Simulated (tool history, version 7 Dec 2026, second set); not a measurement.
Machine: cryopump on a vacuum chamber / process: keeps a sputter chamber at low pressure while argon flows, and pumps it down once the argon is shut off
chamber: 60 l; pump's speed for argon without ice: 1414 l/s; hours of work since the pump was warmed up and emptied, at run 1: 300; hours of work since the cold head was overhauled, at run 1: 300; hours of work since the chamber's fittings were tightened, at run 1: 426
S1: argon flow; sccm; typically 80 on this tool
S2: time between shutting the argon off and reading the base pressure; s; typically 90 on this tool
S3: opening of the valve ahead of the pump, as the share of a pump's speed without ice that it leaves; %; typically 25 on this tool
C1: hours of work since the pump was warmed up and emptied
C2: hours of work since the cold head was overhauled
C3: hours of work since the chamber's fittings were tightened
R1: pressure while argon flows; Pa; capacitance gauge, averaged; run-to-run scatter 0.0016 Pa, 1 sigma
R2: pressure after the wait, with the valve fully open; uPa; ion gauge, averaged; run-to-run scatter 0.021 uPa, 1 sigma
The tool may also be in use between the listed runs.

run   hour   S1   S2  S3   C1   C2   C3      R1    R2
  1    0.0   80   90  25  300  300  426  0.3933  0.70
  2   18.6   80   90  25  313  313  439  0.3911  0.70
  3   49.2   80   90  25  336  336  462  0.3948  0.71
  4   75.4   80   90  25  355  355  481  0.3914  0.73
  5  101.0   80   90  25  374  374  500  0.3960  0.70
  6  128.5  136   90  25  394  394  520  0.6666  0.75
  7  150.7   80   90  25  411  411  537  0.3920  0.75
  8  171.1   63   90  25  426  426  552  0.3131  0.73
  9  185.4   63   90  25  436  436  562  0.3129  0.72
 10  199.7   63   90  25  447  447  573  0.3108  0.73
 11  217.0   63   90  25  460  460  586  0.3117  0.80
 12  237.5   63   90  25  475  475  601  0.3118  0.79
 13  254.9   80   90  17  487  487  614  0.5778  0.80
 14  281.3   80   90  17  507  507  633  0.5792  0.79
 15  298.9   80   90  17  520  520  646  0.5806  0.80
 16  318.0   80   90  15  534  534  660  0.6526  0.81
 17  348.5  159   90  40  557  557  683  0.5054  0.80
 18  375.9  160   30  23  577  577  703  0.8639  1.32
 19  390.2   80  175  25  587  587  713  0.4001  0.69
     403.4  -- pump warmed up, emptied and cooled again
 20  421.0   80  175  25   13  606  732  0.3818  0.62
 21  452.1   80  175  25   36  629  755  0.3829  0.66
 22  476.4  118   90  25   54  647  773  0.5702  0.76
 23  502.5   40   27  26   73  666  792  0.1859  1.38
 24  518.5   50  181  19   85  678  804  0.3153  0.66
 25  540.3   93   55  39  101  694  820  0.2892  0.96
 26  569.6  135   90  25  123  716  842  0.6515  0.81
 27  586.9   41   90  27  135  729  855  0.1825  0.83
 28  600.0   49  179  43  145  738  864  0.1401  0.67
 29  613.9  104   29  57  155  749  875  0.2251  1.39

Here are 5 independent what-if runs from the current tool condition. What would each one return?
  A  637.1   80   63  17  172  766  892   ?   ?
  B  637.1   45  160  26  172  766  892   ?   ?
  C  637.1   90  144  31  172  766  892   ?   ?
  D  637.1   80  123  33  172  766  892   ?   ?
  E  637.1  104  261  57  172  766  892   ?   ?

run      R1    R2
  A  0.5709  0.96
  B  0.2088  0.75
  C  0.3562  0.70
  D  0.2954  0.76
  E  0.2265  0.68
Had the tool no hidden state, the same runs would have come out as:
run      R1    R2
  A  0.5652  0.60
  B  0.2056  0.39
  C  0.3498  0.34
  D  0.2898  0.40
  E  0.2191  0.31

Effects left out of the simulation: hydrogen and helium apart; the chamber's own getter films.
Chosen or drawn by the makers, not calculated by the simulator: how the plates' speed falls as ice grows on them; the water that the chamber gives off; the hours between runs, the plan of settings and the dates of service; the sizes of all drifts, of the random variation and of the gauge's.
